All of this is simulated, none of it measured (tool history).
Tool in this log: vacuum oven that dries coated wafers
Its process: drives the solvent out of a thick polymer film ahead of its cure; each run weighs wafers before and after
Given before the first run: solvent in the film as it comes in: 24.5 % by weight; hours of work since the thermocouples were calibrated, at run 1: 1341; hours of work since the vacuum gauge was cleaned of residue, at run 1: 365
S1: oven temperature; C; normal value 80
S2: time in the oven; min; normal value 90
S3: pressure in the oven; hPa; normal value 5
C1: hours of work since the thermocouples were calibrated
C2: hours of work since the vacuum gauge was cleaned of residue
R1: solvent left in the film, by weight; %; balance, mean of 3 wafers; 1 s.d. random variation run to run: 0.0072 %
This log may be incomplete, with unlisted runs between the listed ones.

{"run": 1, "hour": 0.0, "S1": 80, "S2": 90, "S3": 5, "C1": 1341, "C2": 365, "R1": 1.851}
{"run": 2, "hour": 12.2, "S1": 80, "S2": 90, "S3": 15, "C1": 1350, "C2": 374, "R1": 2.267}
{"run": 3, "hour": 22.2, "S1": 80, "S2": 90, "S3": 15, "C1": 1358, "C2": 382, "R1": 2.262}
{"run": 4, "hour": 33.1, "S1": 80, "S2": 90, "S3": 15, "C1": 1366, "C2": 390, "R1": 2.26}
{"run": 5, "hour": 45.3, "S1": 69, "S2": 90, "S3": 5, "C1": 1375, "C2": 399, "R1": 4.488}
{"run": 6, "hour": 52.4, "S1": 69, "S2": 90, "S3": 5, "C1": 1380, "C2": 404, "R1": 4.509}
{"run": 7, "hour": 63.2, "S1": 91, "S2": 90, "S3": 5, "C1": 1388, "C2": 412, "R1": 0.558}
{"run": 8, "hour": 73.9, "S1": 91, "S2": 90, "S3": 5, "C1": 1396, "C2": 420, "R1": 0.569}
{"run": 9, "hour": 89.2, "S1": 91, "S2": 90, "S3": 5, "C1": 1407, "C2": 432, "R1": 0.567}
{"run": 10, "hour": 101.1, "S1": 91, "S2": 90, "S3": 5, "C1": 1416, "C2": 441, "R1": 0.57}
{"run": 11, "hour": 114.9, "S1": 80, "S2": 90, "S3": 5.62, "C1": 1427, "C2": 451, "R1": 1.877}
{"run": 12, "hour": 126.0, "S1": 80, "S2": 86, "S3": 5, "C1": 1435, "C2": 459, "R1": 2.05}
{"run": 13, "hour": 138.4, "S1": 80, "S2": 86, "S3": 5, "C1": 1444, "C2": 468, "R1": 2.042}
{"run": 14, "hour": 149.2, "S1": 80, "S2": 86, "S3": 5, "C1": 1452, "C2": 476, "R1": 2.025}
{"run": 15, "hour": 157.3, "S1": 80, "S2": 86, "S3": 5, "C1": 1458, "C2": 482, "R1": 2.031}
{"run": 16, "hour": 166.7, "S1": 80, "S2": 86, "S3": 5, "C1": 1465, "C2": 489, "R1": 2.051}
{"run": 17, "hour": 176.6, "S1": 80, "S2": 90, "S3": 3.6, "C1": 1472, "C2": 497, "R1": 1.807}
{"run": 18, "hour": 187.8, "S1": 80, "S2": 90, "S3": 3.6, "C1": 1481, "C2": 505, "R1": 1.78}
{"hour": 191.0, "done": "oven's thermocouples calibrated"}
{"run": 19, "hour": 199.7, "S1": 80, "S2": 90, "S3": 3.6, "C1": 7, "C2": 512, "R1": 1.656}
{"run": 20, "hour": 207.8, "S1": 82, "S2": 90, "S3": 5, "C1": 13, "C2": 518, "R1": 1.39}
{"run": 21, "hour": 220.2, "S1": 82, "S2": 90, "S3": 5, "C1": 22, "C2": 528, "R1": 1.407}
{"run": 22, "hour": 233.5, "S1": 80, "S2": 90, "S3": 5, "C1": 32, "C2": 538, "R1": 1.701}
{"run": 23, "hour": 247.0, "S1": 80, "S2": 90, "S3": 5, "C1": 42, "C2": 548, "R1": 1.699}
{"hour": 259.3, "done": "oven's thermocouples calibrated, once more"}
{"run": 24, "hour": 259.3, "S1": 80, "S2": 90, "S3": 5, "C1": 0, "C2": 555, "R1": 2.138}
{"run": 25, "hour": 270.4, "S1": 80, "S2": 90, "S3": 5, "C1": 8, "C2": 564, "R1": 2.14}
{"run": 26, "hour": 282.9, "S1": 73, "S2": 115, "S3": 3.7, "C1": 18, "C2": 573, "R1": 2.404}
{"run": 27, "hour": 291.7, "S1": 81, "S2": 51, "S3": 3.34, "C1": 24, "C2": 579, "R1": 5.079}
{"run": 28, "hour": 303.5, "S1": 80, "S2": 47, "S3": 3.01, "C1": 33, "C2": 588, "R1": 5.905}
{"run": 29, "hour": 310.7, "S1": 80, "S2": 47, "S3": 3.01, "C1": 38, "C2": 594, "R1": 5.923}
{"run": 30, "hour": 319.8, "S1": 77, "S2": 90, "S3": 5, "C1": 45, "C2": 600, "R1": 2.762}
{"run": 31, "hour": 332.4, "S1": 67, "S2": 90, "S3": 6.28, "C1": 54, "C2": 610, "R1": 5.674}
{"run": 32, "hour": 338.8, "S1": 80, "S2": 133, "S3": 3.11, "C1": 59, "C2": 614, "R1": 0.816}
{"run": 33, "hour": 351.5, "S1": 85, "S2": 108, "S3": 5, "C1": 69, "C2": 624, "R1": 0.835}
{"run": 34, "hour": 363.8, "S1": 85, "S2": 108, "S3": 5, "C1": 78, "C2": 633, "R1": 0.839}
{"run": 35, "hour": 371.3, "S1": 95, "S2": 108, "S3": 19.8, "C1": 83, "C2": 639, "R1": 0.654}
{"run": 36, "hour": 380.9, "S1": 95, "S2": 49, "S3": 13.26, "C1": 91, "C2": 646, "R1": 2.214}
{"run": 37, "hour": 393.2, "S1": 95, "S2": 49, "S3": 13.26, "C1": 100, "C2": 655, "R1": 2.216}
{"run": 38, "hour": 401.5, "S1": 65, "S2": 66, "S3": 3.83, "C1": 106, "C2": 661, "R1": 8.383}
{"run": 39, "hour": 413.7, "S1": 94, "S2": 62, "S3": 3.69, "C1": 115, "C2": 670, "R1": 1.239}
{"run": 40, "hour": 428.1, "S1": 94, "S2": 62, "S3": 3.69, "C1": 126, "C2": 681, "R1": 1.243}
{"run": 41, "hour": 434.7, "S1": 72, "S2": 84, "S3": 10.61, "C1": 130, "C2": 686, "R1": 4.766}
{"run": 42, "hour": 447.8, "S1": 85, "S2": 81, "S3": 13.72, "C1": 140, "C2": 696, "R1": 1.982}
{"run": 43, "hour": 459.3, "S1": 67, "S2": 90, "S3": 4.71, "C1": 149, "C2": 704, "R1": 5.555}
{"run": 44, "hour": 469.8, "S1": 80, "S2": 129, "S3": 13.7, "C1": 157, "C2": 712, "R1": 1.372}
{"run": 45, "hour": 483.7, "S1": 80, "S2": 129, "S3": 13.7, "C1": 167, "C2": 722, "R1": 1.346}
{"run": 46, "hour": 490.4, "S1": 89, "S2": 48, "S3": 5, "C1": 172, "C2": 727, "R1": 3.342}
{"run": 47, "hour": 497.3, "S1": 66, "S2": 156, "S3": 5, "C1": 177, "C2": 732, "R1": 2.655}

Here are 4 independent what-if runs from the current tool condition. What would each one return?
{"run": "A", "hour": 504.6, "S1": 80, "S2": 56, "S3": 5, "C1": 182, "C2": 738, "R1": "?"}
{"run": "B", "hour": 504.6, "S1": 93, "S2": 125, "S3": 2.78, "C1": 182, "C2": 738, "R1": "?"}
{"run": "C", "hour": 504.6, "S1": 67, "S2": 70, "S3": 8.84, "C1": 182, "C2": 738, "R1": "?"}
{"run": "D", "hour": 504.6, "S1": 80, "S2": 50, "S3": 5, "C1": 182, "C2": 738, "R1": "?"}

run=A R1=4.77
run=B R1=0.209
run=C R1=7.547
run=D R1=5.537
The same runs, with their run-to-run variation unchanged, on a tool lacking any hidden condition would have given:
run=A R1=4.793
run=B R1=0.156
run=C R1=7.549
run=D R1=5.568

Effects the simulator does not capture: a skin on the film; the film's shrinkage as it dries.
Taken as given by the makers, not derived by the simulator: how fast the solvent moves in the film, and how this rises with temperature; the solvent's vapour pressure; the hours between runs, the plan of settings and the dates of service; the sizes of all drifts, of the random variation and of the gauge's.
